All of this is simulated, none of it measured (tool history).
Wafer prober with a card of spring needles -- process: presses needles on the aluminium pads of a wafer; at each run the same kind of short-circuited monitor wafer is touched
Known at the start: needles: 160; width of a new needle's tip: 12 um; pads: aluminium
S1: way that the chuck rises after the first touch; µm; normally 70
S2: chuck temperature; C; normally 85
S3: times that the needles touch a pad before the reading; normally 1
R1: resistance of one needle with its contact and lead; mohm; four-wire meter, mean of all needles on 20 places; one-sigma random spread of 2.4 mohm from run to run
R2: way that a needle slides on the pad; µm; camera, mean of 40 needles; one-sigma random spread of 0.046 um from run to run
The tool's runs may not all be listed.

Run 1, day 0.000: usual settings. Result: R1 276 mohm, R2 17.10 µm.
Run 2, day 0.483: usual settings. Result: R1 273 mohm, R2 17.08 µm.
Run 3, day 0.975: usual settings. Result: R1 268 mohm, R2 17.02 µm.
Run 4, day 1.492: usual settings. Result: R1 269 mohm, R2 17.06 µm.
Run 5, day 2.112: usual settings. Result: R1 275 mohm, R2 16.99 µm.
Run 6, day 2.658: usual settings but S3 2. Result: R1 273 mohm, R2 17.01 µm.
Run 7, day 3.521: usual settings but S3 2. Result: R1 271 mohm, R2 17.01 µm.
Run 8, day 4.288: usual settings. Result: R1 274 mohm, R2 16.96 µm.
Run 9, day 5.317: usual settings. Result: R1 270 mohm, R2 16.96 µm.
Run 10, day 6.183: usual settings. Result: R1 273 mohm, R2 16.88 µm.
Run 11, day 7.333: usual settings. Result: R1 276 mohm, R2 17.02 µm.
Run 12, day 7.800: usual settings. Result: R1 277 mohm, R2 16.88 µm.
Run 13, day 8.942: usual settings but S2 45 C. Result: R1 258 mohm, R2 16.80 µm.
Run 14, day 9.933: usual settings but S2 44 C. Result: R1 263 mohm, R2 16.83 µm.
Run 15, day 10.646: usual settings but S2 44 C. Result: R1 262 mohm, R2 16.87 µm.
Run 16, day 11.438: usual settings but S2 44 C. Result: R1 263 mohm, R2 16.83 µm.
Run 17, day 11.933: usual settings but S2 44 C. Result: R1 266 mohm, R2 16.76 µm.
Run 18, day 12.712: usual settings but S2 44 C. Result: R1 262 mohm, R2 16.82 µm.
Run 19, day 13.817: usual settings but S1 50 µm, S2 44 C. Result: R1 268 mohm, R2 11.93 µm.
Run 20, day 14.325: usual settings but S1 62 µm, S3 2. Result: R1 274 mohm, R2 14.87 µm.
Run 21, day 14.996: usual settings but S1 76 µm. Result: R1 274 mohm, R2 18.24 µm.
Run 22, day 15.625: usual settings but S1 76 µm. Result: R1 274 mohm, R2 18.20 µm.
Run 23, day 16.617: usual settings but S1 76 µm. Result: R1 274 mohm, R2 18.10 µm.
Run 24, day 17.471: usual settings but S1 56 µm, S2 42 C. Result: R1 264 mohm, R2 13.71 µm.
Run 25, day 18.204: usual settings but S1 53 µm, S2 27 C. Result: R1 266 mohm, R2 12.91 µm.
Run 26, day 18.875: usual settings but S1 90 µm, S2 37 C, S3 2. Result: R1 258 mohm, R2 22.00 µm.
Run 27, day 19.525: usual settings but S1 69 µm, S2 45 C. Result: R1 256 mohm, R2 16.91 µm.
Run 28, day 20.171: usual settings but S1 53 µm, S2 98 C, S3 2. Result: R1 279 mohm, R2 12.94 µm.
Run 29, day 20.692: usual settings but S1 53 µm, S2 98 C, S3 2. Result: R1 280 mohm, R2 12.93 µm.
Run 30, day 21.283: usual settings but S1 53 µm, S2 98 C, S3 2. Result: R1 282 mohm, R2 12.89 µm.
Run 31, day 22.258: usual settings but S1 53 µm, S2 98 C, S3 2. Result: R1 281 mohm, R2 12.85 µm.

Removed from this log: 43 entries logged between the listed runs. Between which two listed runs does each belong, and how does the tool's hidden state at the listed run before it compare with that at the listed run after it?
Runs 1 to 2: tips cleaned on abrasive film (day 0.242)
  debris on the tips, nm: 0.8 -> 0.7; drift of the gauge itself on scrub_um, %: 0 -> -0.07
  measured value less the no-hidden-state value, R2: -0.01 -> -0.01 µm
Runs 2 to 3: tips cleaned on abrasive film (day 0.825)
  debris on the tips, nm: 0.7 -> 0.5; drift of the gauge itself on scrub_um, %: -0.07 -> -0.14
  measured value less the no-hidden-state value, R2: -0.01 -> -0.03 µm
Runs 3 to 4: tips cleaned on abrasive film (day 1.358)
  drift of the gauge itself on scrub_um, %: -0.14 -> -0.22
  measured value less the no-hidden-state value, R2: -0.03 -> -0.04 µm
Runs 4 to 5: height of the first contact set anew (day 1.583); tips cleaned on abrasive film (day 1.896)
  debris on the tips, nm: 0.5 -> 0.6; way that the needles fall short of the set height, um: 0.01 -> 0; drift of the gauge itself on scrub_um, %: -0.22 -> -0.31
  measured value less the no-hidden-state value, R2: -0.04 -> -0.05 µm
Runs 5 to 6: tips cleaned on abrasive film (day 2.429)
  tips' diameter, um: 12 -> 12.01; drift of the gauge itself on scrub_um, %: -0.31 -> -0.38
  measured value less the no-hidden-state value, R2: -0.05 -> -0.07 µm
Runs 6 to 7: tips cleaned on abrasive film (day 2.967); tips cleaned on abrasive film (day 3.521)
  debris on the tips, nm: 0.6 -> 0.1; drift of the gauge itself on scrub_um, %: -0.38 -> -0.51
  measured value less the no-hidden-state value, R2: -0.07 -> -0.09 µm
Runs 7 to 8: tips cleaned on abrasive film (day 4.083)
  debris on the tips, nm: 0.1 -> 0.6; drift of the gauge itself on scrub_um, %: -0.51 -> -0.62
  measured value less the no-hidden-state value, R2: -0.09 -> -0.11 µm
Runs 8 to 9: tips cleaned on abrasive film (day 4.621); tips cleaned on abrasive film (day 5.146)
  drift of the gauge itself on scrub_um, %: -0.62 -> -0.77
  measured value less the no-hidden-state value, R2: -0.11 -> -0.13 µm
Runs 9 to 10: tips cleaned on abrasive film (day 5.704)
  debris on the tips, nm: 0.6 -> 0.9; drift of the gauge itself on scrub_um, %: -0.77 -> -0.9
  measured value less the no-hidden-state value, R2: -0.13 -> -0.15 µm
Runs 10 to 11: tips cleaned on abrasive film (day 6.262); tips cleaned on abrasive film (day 6.821)
  drift of the gauge itself on scrub_um, %: -0.9 -> -1.07
  measured value less the no-hidden-state value, R2: -0.15 -> -0.19 µm
Runs 11 to 12: tips cleaned on abrasive film (day 7.438)
  debris on the tips, nm: 0.9 -> 0.8; way that the needles fall short of the set height, um: 0 -> 0.01; drift of the gauge itself on scrub_um, %: -1.07 -> -1.13
  measured value less the no-hidden-state value, R2: -0.19 -> -0.20 µm
Runs 12 to 13: tips cleaned on abrasive film (day 8.046); tips cleaned on abrasive film (day 8.592)
  drift of the gauge itself on scrub_um, %: -1.13 -> -1.3
  measured value less the no-hidden-state value, R2: -0.20 -> -0.22 µm
Runs 13 to 14: tips cleaned on abrasive film (day 9.188); tips cleaned on abrasive film (day 9.754)
  debris on the tips, nm: 0.8 -> 0.6; drift of the gauge itself on scrub_um, %: -1.3 -> -1.44
  measured value less the no-hidden-state value, R2: -0.22 -> -0.24 µm
Runs 14 to 15: tips cleaned on abrasive film (day 10.288)
  debris on the tips, nm: 0.6 -> 0.8; drift of the gauge itself on scrub_um, %: -1.44 -> -1.55
  measured value less the no-hidden-state value, R2: -0.24 -> -0.27 µm
Runs 15 to 16: tips cleaned on abrasive film (day 10.850); tips cleaned on abrasive film (day 11.375)
  debris on the tips, nm: 0.8 -> 0.3; drift of the gauge itself on scrub_um, %: -1.55 -> -1.66
  measured value less the no-hidden-state value, R2: -0.27 -> -0.29 µm
Runs 16 to 17: tips cleaned on abrasive film (day 11.900)
  debris on the tips, nm: 0.3 -> 0.2; drift of the gauge itself on scrub_um, %: -1.66 -> -1.73
  measured value less the no-hidden-state value, R2: -0.29 -> -0.30 µm
Runs 17 to 18: tips cleaned on abrasive film (day 12.450)
  debris on the tips, nm: 0.2 -> 0.7; drift of the gauge itself on scrub_um, %: -1.73 -> -1.85
  measured value less the no-hidden-state value, R2: -0.30 -> -0.31 µm
Runs 18 to 19: tips cleaned on abrasive film (day 13.012); tips cleaned on abrasive film (day 13.542)
  drift of the gauge itself on scrub_um, %: -1.85 -> -2.01
  measured value less the no-hidden-state value, R2: -0.31 -> -0.25 µm
Runs 19 to 20: tips cleaned on abrasive film (day 14.079)
  drift of the gauge itself on scrub_um, %: -2.01 -> -2.08
  measured value less the no-hidden-state value, R2: -0.25 -> -0.32 µm
Runs 20 to 21: tips cleaned on abrasive film (day 14.654)
  debris on the tips, nm: 0.7 -> 0.8; drift of the gauge itself on scrub_um, %: -2.08 -> -2.18
  measured value less the no-hidden-state value, R2: -0.32 -> -0.41 µm
Runs 21 to 22: tips cleaned on abrasive film (day 15.221)
  drift of the gauge itself on scrub_um, %: -2.18 -> -2.27
  measured value less the no-hidden-state value, R2: -0.41 -> -0.42 µm
Runs 22 to 23: tips cleaned on abrasive film (day 15.762); tips cleaned on abrasive film (day 16.325)
  debris on the tips, nm: 0.8 -> 0.7; drift of the gauge itself on scrub_um, %: -2.27 -> -2.42
  measured value less the no-hidden-state value, R2: -0.42 -> -0.45 µm
Runs 23 to 24: tips cleaned on abrasive film (day 16.871); gauge calibrated (day 17.383); tips cleaned on abrasive film (day 17.471)
  debris on the tips, nm: 0.7 -> 0.1; drift of the gauge itself on scrub_um, %: -2.42 -> -0.01
  measured value less the no-hidden-state value, R2: -0.45 -> -0.01 µm
Runs 24 to 25: tips cleaned on abrasive film (day 18.038)
  debris on the tips, nm: 0.1 -> 0.5; drift of the gauge itself on scrub_um, %: -0.01 -> -0.12
  measured value less the no-hidden-state value, R2: -0.01 -> -0.02 µm
Runs 25 to 26: tips cleaned on abrasive film (day 18.575)
  debris on the tips, nm: 0.5 -> 0.7; drift of the gauge itself on scrub_um, %: -0.12 -> -0.22
  measured value less the no-hidden-state value, R2: -0.02 -> -0.06 µm
Runs 26 to 27: tips cleaned on abrasive film (day 19.138); height of the first contact set anew (day 19.317)
  debris on the tips, nm: 0.7 -> 0.8; way that the needles fall short of the set height, um: 0.01 -> 0; drift of the gauge itself on scrub_um, %: -0.22 -> -0.31
  measured value less the no-hidden-state value, R2: -0.06 -> -0.05 µm
Runs 27 to 28: tips cleaned on abrasive film (day 19.671)
  debris on the tips, nm: 0.8 -> 0.9; drift of the gauge itself on scrub_um, %: -0.31 -> -0.4
  measured value less the no-hidden-state value, R2: -0.05 -> -0.05 µm
Runs 28 to 29: tips cleaned on abrasive film (day 20.250)
  debris on the tips, nm: 0.9 -> 0.8; drift of the gauge itself on scrub_um, %: -0.4 -> -0.48
  measured value less the no-hidden-state value, R2: -0.05 -> -0.06 µm
Runs 29 to 30: tips cleaned on abrasive film (day 20.771)
  debris on the tips, nm: 0.8 -> 0.9; drift of the gauge itself on scrub_um, %: -0.48 -> -0.57
  measured value less the no-hidden-state value, R2: -0.06 -> -0.08 µm
Runs 30 to 31: tips cleaned on abrasive film (day 21.350); tips cleaned on abrasive film (day 21.958)
  debris on the tips, nm: 0.9 -> 0.8; drift of the gauge itself on scrub_um, %: -0.57 -> -0.71
  measured value less the no-hidden-state value, R2: -0.08 -> -0.09 µm

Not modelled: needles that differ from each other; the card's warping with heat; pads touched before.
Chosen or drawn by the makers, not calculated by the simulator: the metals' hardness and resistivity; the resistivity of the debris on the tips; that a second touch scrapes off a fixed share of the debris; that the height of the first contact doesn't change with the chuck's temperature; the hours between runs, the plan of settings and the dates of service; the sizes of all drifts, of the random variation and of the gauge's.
